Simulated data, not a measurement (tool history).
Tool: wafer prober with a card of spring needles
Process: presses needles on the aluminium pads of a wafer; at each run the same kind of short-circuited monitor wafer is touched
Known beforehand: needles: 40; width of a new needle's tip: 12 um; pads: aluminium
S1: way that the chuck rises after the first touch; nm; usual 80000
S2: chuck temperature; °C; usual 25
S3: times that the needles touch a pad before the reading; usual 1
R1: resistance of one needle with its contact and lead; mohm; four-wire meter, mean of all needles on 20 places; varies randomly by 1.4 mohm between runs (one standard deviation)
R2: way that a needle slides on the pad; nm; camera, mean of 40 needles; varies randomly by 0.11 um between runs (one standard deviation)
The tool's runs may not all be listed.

run 1 hour=0 | S1=80000 S2=25 S3=1 | R1=130 R2=14930
-- hour=4.2 tips cleaned on abrasive film
-- hour=9.5 tips cleaned on abrasive film
-- hour=13.7 tips cleaned on abrasive film
-- hour=18.9 tips cleaned on abrasive film
-- hour=24.2 tips cleaned on abrasive film
-- hour=29.4 tips cleaned on abrasive film
-- hour=34.7 tips cleaned on abrasive film
-- hour=38.9 tips cleaned on abrasive film
-- hour=44.2 tips cleaned on abrasive film
run 2 hour=45.6 | S1=80000 S2=25 S3=1 | R1=130 R2=14870
-- hour=48.8 tips cleaned on abrasive film
-- hour=54.1 tips cleaned on abrasive film
-- hour=59.3 tips cleaned on abrasive film
-- hour=64.6 tips cleaned on abrasive film
-- hour=69.8 tips cleaned on abrasive film
-- hour=75.1 tips cleaned on abrasive film
-- hour=79.3 tips cleaned on abrasive film
-- hour=84.5 tips cleaned on abrasive film
run 3 hour=86 | S1=80000 S2=25 S3=1 | R1=130 R2=14690
-- hour=89.2 tips cleaned on abrasive film
-- hour=93.4 tips cleaned on abrasive film
-- hour=98.6 tips cleaned on abrasive film
-- hour=98.9 height of the first contact set anew
-- hour=103.1 tips cleaned on abrasive film
-- hour=108.4 tips cleaned on abrasive film
-- hour=112.6 tips cleaned on abrasive film
-- hour=117.9 tips cleaned on abrasive film
-- hour=123.1 tips cleaned on abrasive film
-- hour=128.4 tips cleaned on abrasive film
-- hour=133.6 tips cleaned on abrasive film
-- hour=138.9 tips cleaned on abrasive film
-- hour=144.1 tips cleaned on abrasive film
run 4 hour=148 | S1=80000 S2=25 S3=1 | R1=129 R2=14680
-- hour=149.1 tips cleaned on abrasive film
-- hour=153.4 tips cleaned on abrasive film
-- hour=158.6 tips cleaned on abrasive film
-- hour=162.8 tips cleaned on abrasive film
-- hour=168.1 tips cleaned on abrasive film
-- hour=172.3 tips cleaned on abrasive film
-- hour=177.5 tips cleaned on abrasive film
-- hour=182.8 tips cleaned on abrasive film
-- hour=187 tips cleaned on abrasive film
-- hour=192.3 tips cleaned on abrasive film
-- hour=197.5 tips cleaned on abrasive film
-- hour=202.8 tips cleaned on abrasive film
run 5 hour=205.9 | S1=80000 S2=25 S3=1 | R1=127 R2=14780
-- hour=207.1 tips cleaned on abrasive film
-- hour=212.3 tips cleaned on abrasive film
-- hour=217.6 tips cleaned on abrasive film
-- hour=222.8 tips cleaned on abrasive film
-- hour=227.1 tips cleaned on abrasive film
-- hour=232.3 tips cleaned on abrasive film
-- hour=237.6 tips cleaned on abrasive film
-- hour=241.8 tips cleaned on abrasive film
-- hour=247 tips cleaned on abrasive film
-- hour=252.3 tips cleaned on abrasive film
-- hour=257.5 tips cleaned on abrasive film
run 6 hour=261.1 | S1=80000 S2=25 S3=1 | R1=131 R2=14890
-- hour=262.2 tips cleaned on abrasive film
-- hour=267.4 tips cleaned on abrasive film
-- hour=272.7 tips cleaned on abrasive film
-- hour=276.9 tips cleaned on abrasive film
-- hour=282.2 tips cleaned on abrasive film
-- hour=286.4 tips cleaned on abrasive film
-- hour=291.6 tips cleaned on abrasive film
-- hour=295.9 tips cleaned on abrasive film
-- hour=301.1 tips cleaned on abrasive film
-- hour=305.3 tips cleaned on abrasive film
-- hour=309.6 tips cleaned on abrasive film
run 7 hour=309.6 | S1=80000 S2=25 S3=1 | R1=131 R2=14710
-- hour=314.9 tips cleaned on abrasive film
-- hour=320.1 tips cleaned on abrasive film
-- hour=324.3 tips cleaned on abrasive film
-- hour=329.6 tips cleaned on abrasive film
-- hour=334.8 tips cleaned on abrasive film
run 8 hour=338.8 | S1=80000 S2=25 S3=1 | R1=129 R2=14710
-- hour=340 tips cleaned on abrasive film
-- hour=345.2 tips cleaned on abrasive film
-- hour=349.4 tips cleaned on abrasive film
-- hour=354.7 tips cleaned on abrasive film
-- hour=359.9 tips cleaned on abrasive film
-- hour=365.2 tips cleaned on abrasive film
run 9 hour=367.2 | S1=80000 S2=25 S3=1 | R1=131 R2=14790
-- hour=370.4 tips cleaned on abrasive film
-- hour=375.6 tips cleaned on abrasive film
-- hour=379.9 tips cleaned on abrasive film
-- hour=384.1 tips cleaned on abrasive film
-- hour=389.3 tips cleaned on abrasive film
-- hour=393.6 tips cleaned on abrasive film
-- hour=393.9 height of the first contact set anew
-- hour=399.1 tips cleaned on abrasive film
-- hour=404.4 tips cleaned on abrasive film
-- hour=408.6 tips cleaned on abrasive film
-- hour=413.8 tips cleaned on abrasive film
-- hour=418.3 tips cleaned on abrasive film
run 10 hour=418.3 | S1=80000 S2=25 S3=1 | R1=127 R2=14770
-- hour=422.6 tips cleaned on abrasive film
-- hour=426.8 tips cleaned on abrasive film
-- hour=432 tips cleaned on abrasive film
-- hour=436.3 tips cleaned on abrasive film
-- hour=440.5 tips cleaned on abrasive film
-- hour=445.7 tips cleaned on abrasive film
-- hour=449.9 tips cleaned on abrasive film
-- hour=455.2 tips cleaned on abrasive film
-- hour=459.4 tips cleaned on abrasive film
-- hour=463.6 tips cleaned on abrasive film
-- hour=468.9 tips cleaned on abrasive film
-- hour=473.1 tips cleaned on abrasive film
run 11 hour=476.4 | S1=80000 S2=25 S3=1 | R1=130 R2=14840
-- hour=477.5 tips cleaned on abrasive film
-- hour=482.8 tips cleaned on abrasive film
-- hour=488 tips cleaned on abrasive film
-- hour=492.2 tips cleaned on abrasive film
-- hour=497.5 tips cleaned on abrasive film
-- hour=501.7 tips cleaned on abrasive film
-- hour=507 tips cleaned on abrasive film
-- hour=511.2 tips cleaned on abrasive film
run 12 hour=511.8 | S1=80000 S2=25 S3=1 | R1=131 R2=14860
-- hour=516 tips cleaned on abrasive film
-- hour=520.2 tips cleaned on abrasive film
-- hour=525.5 tips cleaned on abrasive film
-- hour=529.7 tips cleaned on abrasive film
-- hour=533.9 tips cleaned on abrasive film
-- hour=545.9 card fitted with new needles
-- hour=550.1 tips cleaned on abrasive film
-- hour=555.4 tips cleaned on abrasive film
-- hour=560.6 tips cleaned on abrasive film
-- hour=565.9 tips cleaned on abrasive film
run 13 hour=568.8 | S1=80000 S2=111 S3=2 | R1=146 R2=14780
-- hour=571 tips cleaned on abrasive film
-- hour=575.2 tips cleaned on abrasive film
-- hour=580.5 tips cleaned on abrasive film
-- hour=585.7 tips cleaned on abrasive film
-- hour=591 tips cleaned on abrasive film
-- hour=595.2 tips cleaned on abrasive film
-- hour=600.4 tips cleaned on abrasive film
-- hour=605.7 tips cleaned on abrasive film
-- hour=609.9 tips cleaned on abrasive film
-- hour=615.2 tips cleaned on abrasive film
-- hour=619.4 tips cleaned on abrasive film
run 14 hour=621.6 | S1=80000 S2=33 S3=2 | R1=130 R2=15010
-- hour=623.8 tips cleaned on abrasive film
-- hour=628 tips cleaned on abrasive film
-- hour=633.2 tips cleaned on abrasive film
-- hour=638.5 tips cleaned on abrasive film
-- hour=642.7 tips cleaned on abrasive film
-- hour=646.9 tips cleaned on abrasive film
-- hour=652.2 tips cleaned on abrasive film
-- hour=656.4 tips cleaned on abrasive film
-- hour=661.6 tips cleaned on abrasive film
-- hour=665.9 tips cleaned on abrasive film
run 15 hour=668.6 | S1=80000 S2=33 S3=2 | R1=132 R2=14810
-- hour=670.7 tips cleaned on abrasive film
-- hour=676 tips cleaned on abrasive film
-- hour=680.2 tips cleaned on abrasive film
-- hour=684.4 tips cleaned on abrasive film
-- hour=689.7 tips cleaned on abrasive film
-- hour=694.9 tips cleaned on abrasive film
-- hour=700.2 tips cleaned on abrasive film
-- hour=704.4 tips cleaned on abrasive film
-- hour=708.6 tips cleaned on abrasive film
-- hour=713.9 tips cleaned on abrasive film
-- hour=718.1 tips cleaned on abrasive film
-- hour=723.3 tips cleaned on abrasive film
run 16 hour=725.4 | S1=70000 S2=74 S3=2 | R1=139 R2=12890
-- hour=727.6 tips cleaned on abrasive film
-- hour=731.8 tips cleaned on abrasive film
-- hour=736 tips cleaned on abrasive film
-- hour=741.3 tips cleaned on abrasive film
-- hour=746.5 tips cleaned on abrasive film
-- hour=751.8 tips cleaned on abrasive film
-- hour=756 tips cleaned on abrasive film
-- hour=760.2 tips cleaned on abrasive film
-- hour=764.5 tips cleaned on abrasive film
-- hour=769.7 tips cleaned on abrasive film
run 17 hour=770.1 | S1=69000 S2=74 S3=2 | R1=139 R2=12820

Here are 4 independent what-if runs from the current tool condition. What would each one return?
-- hour=774.4 tips cleaned on abrasive film
-- hour=778.6 tips cleaned on abrasive film
-- hour=782.8 tips cleaned on abrasive film
-- hour=788.1 tips cleaned on abrasive film
-- hour=792.3 tips cleaned on abrasive film
-- hour=797.5 tips cleaned on abrasive film
-- hour=801.7 tips cleaned on abrasive film
run A hour=805.8 | S1=68000 S2=74 S3=3 | R1=? R2=?
-- hour=774.4 tips cleaned on abrasive film
-- hour=778.6 tips cleaned on abrasive film
-- hour=782.8 tips cleaned on abrasive film
-- hour=788.1 tips cleaned on abrasive film
-- hour=792.3 tips cleaned on abrasive film
-- hour=797.5 tips cleaned on abrasive film
-- hour=801.7 tips cleaned on abrasive film
run B hour=805.8 | S1=88000 S2=25 S3=2 | R1=? R2=?
-- hour=774.4 tips cleaned on abrasive film
-- hour=778.6 tips cleaned on abrasive film
-- hour=782.8 tips cleaned on abrasive film
-- hour=788.1 tips cleaned on abrasive film
-- hour=792.3 tips cleaned on abrasive film
-- hour=797.5 tips cleaned on abrasive film
-- hour=801.7 tips cleaned on abrasive film
run C hour=805.8 | S1=80000 S2=25 S3=1 | R1=? R2=?
-- hour=774.4 tips cleaned on abrasive film
-- hour=778.6 tips cleaned on abrasive film
-- hour=782.8 tips cleaned on abrasive film
-- hour=788.1 tips cleaned on abrasive film
-- hour=792.3 tips cleaned on abrasive film
-- hour=797.5 tips cleaned on abrasive film
-- hour=801.7 tips cleaned on abrasive film
run D hour=805.8 | S1=96000 S2=25 S3=1 | R1=? R2=?

run=A R1=140 R2=12520
run=B R1=128 R2=16250
run=C R1=129 R2=14730
run=D R1=127 R2=17660
With the hidden condition removed and each run's random variation left untouched, the same runs would have given:
run=A R1=140 R2=12550
run=B R1=128 R2=16280
run=C R1=129 R2=14760
run=D R1=127 R2=17690
